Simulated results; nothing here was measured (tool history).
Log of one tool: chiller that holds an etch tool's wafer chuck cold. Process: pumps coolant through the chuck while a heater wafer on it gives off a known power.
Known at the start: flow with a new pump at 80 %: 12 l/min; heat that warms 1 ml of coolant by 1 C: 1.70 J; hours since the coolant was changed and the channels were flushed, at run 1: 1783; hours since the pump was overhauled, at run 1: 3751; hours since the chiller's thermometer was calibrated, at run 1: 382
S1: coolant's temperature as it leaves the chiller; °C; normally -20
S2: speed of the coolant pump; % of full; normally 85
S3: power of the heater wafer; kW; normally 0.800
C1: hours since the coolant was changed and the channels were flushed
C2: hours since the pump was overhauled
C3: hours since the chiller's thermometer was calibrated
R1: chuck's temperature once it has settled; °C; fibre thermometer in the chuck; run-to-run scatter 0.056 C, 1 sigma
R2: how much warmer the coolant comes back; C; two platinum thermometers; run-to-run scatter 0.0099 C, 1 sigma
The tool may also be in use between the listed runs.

Run 1, hour 0.0: usual settings; C1 1783; C2 3751; C3 382. Result: R1 -15.06 °C, R2 2.252 C.
Run 2, hour 80.3: usual settings; C1 1863; C2 3832; C3 463. Result: R1 -15.05 °C, R2 2.252 C.
Run 3, hour 182.2: usual settings; C1 1965; C2 3934; C3 565. Result: R1 -14.98 °C, R2 2.263 C.
Run 4, hour 284.3: usual settings; C1 2067; C2 4036; C3 667. Result: R1 -14.90 °C, R2 2.258 C.
Run 5, hour 350.0: usual settings; C1 2133; C2 4102; C3 732. Result: R1 -15.02 °C, R2 2.266 C.
Run 6, hour 432.6: usual settings; C1 2215; C2 4184; C3 815. Result: R1 -14.86 °C, R2 2.255 C.
Run 7, hour 553.7: usual settings; C1 2336; C2 4305; C3 936. Result: R1 -14.91 °C, R2 2.263 C.
Run 8, hour 672.9: usual settings but S1 -25 °C; C1 2456; C2 4424; C3 1055. Result: R1 -19.92 °C, R2 2.244 C.
Run 9, hour 776.6: usual settings but S1 -25 °C; C1 2559; C2 4528; C3 1159. Result: R1 -19.88 °C, R2 2.254 C.
Run 10, hour 834.3: usual settings but S1 -25 °C; C1 2617; C2 4586; C3 1217. Result: R1 -19.84 °C, R2 2.271 C.
Run 11, hour 930.1: usual settings but S1 -25 °C; C1 2713; C2 4682; C3 1312. Result: R1 -19.76 °C, R2 2.277 C.
Run 12, hour 1030.9: usual settings but S1 -25 °C, S2 69 % of full; C1 2814; C2 4782; C3 1413. Result: R1 -18.88 °C, R2 2.869 C.
Run 13, hour 1126.6: usual settings but S1 -23 °C, S2 61 % of full; C1 2909; C2 4878; C3 1509. Result: R1 -16.02 °C, R2 3.294 C.
Run 14, hour 1225.9: usual settings but S1 -24 °C; C1 3009; C2 4977; C3 1608. Result: R1 -18.71 °C, R2 2.259 C.
Run 15, hour 1321.4: usual settings but S1 -16 °C, S2 81 % of full, S3 0.511 kW; C1 3104; C2 5073; C3 1704. Result: R1 -12.41 °C, R2 1.527 C.
At hour 1328.6: chiller's thermometer calibrated.
Run 16, hour 1424.7: usual settings but S1 -28 °C, S2 68 % of full, S3 0.944 kW; C1 3206; C2 5175; C3 96. Result: R1 -20.48 °C, R2 3.464 C.
Run 17, hour 1482.4: usual settings but S1 -28 °C, S2 68 % of full, S3 0.944 kW; C1 3264; C2 5233; C3 154. Result: R1 -20.30 °C, R2 3.458 C.
Run 18, hour 1559.3: usual settings but S1 -22 °C, S2 61 % of full; C1 3341; C2 5310; C3 231. Result: R1 -14.78 °C, R2 3.312 C.
Run 19, hour 1629.7: usual settings but S1 -18 °C, S2 67 % of full; C1 3411; C2 5380; C3 301. Result: R1 -11.40 °C, R2 2.987 C.
Run 20, hour 1730.9: usual settings but S2 91 % of full; C1 3513; C2 5481; C3 402. Result: R1 -14.93 °C, R2 2.104 C.
Run 21, hour 1809.9: usual settings but S1 -27 °C, S2 61 % of full; C1 3592; C2 5560; C3 481. Result: R1 -19.82 °C, R2 3.309 C.
Run 22, hour 1890.9: usual settings but S2 95 % of full; C1 3673; C2 5641; C3 562. Result: R1 -15.02 °C, R2 2.000 C.

For each entry between runs, how does the tool's hidden state at the last listed run before it compare with that at the first listed run after it?
Between runs 15 and 16: chiller's thermometer calibrated (hour 1328.6)
  heat passed by the chuck's channels, % of clean ones': 94.4 -> 94.2; coolant's true temperature over the reading, C: 0.24 -> 0.29
  measured less the result without the state, R1: +0.46 -> +0.78 °C; R2: +0.050 -> +0.115 C
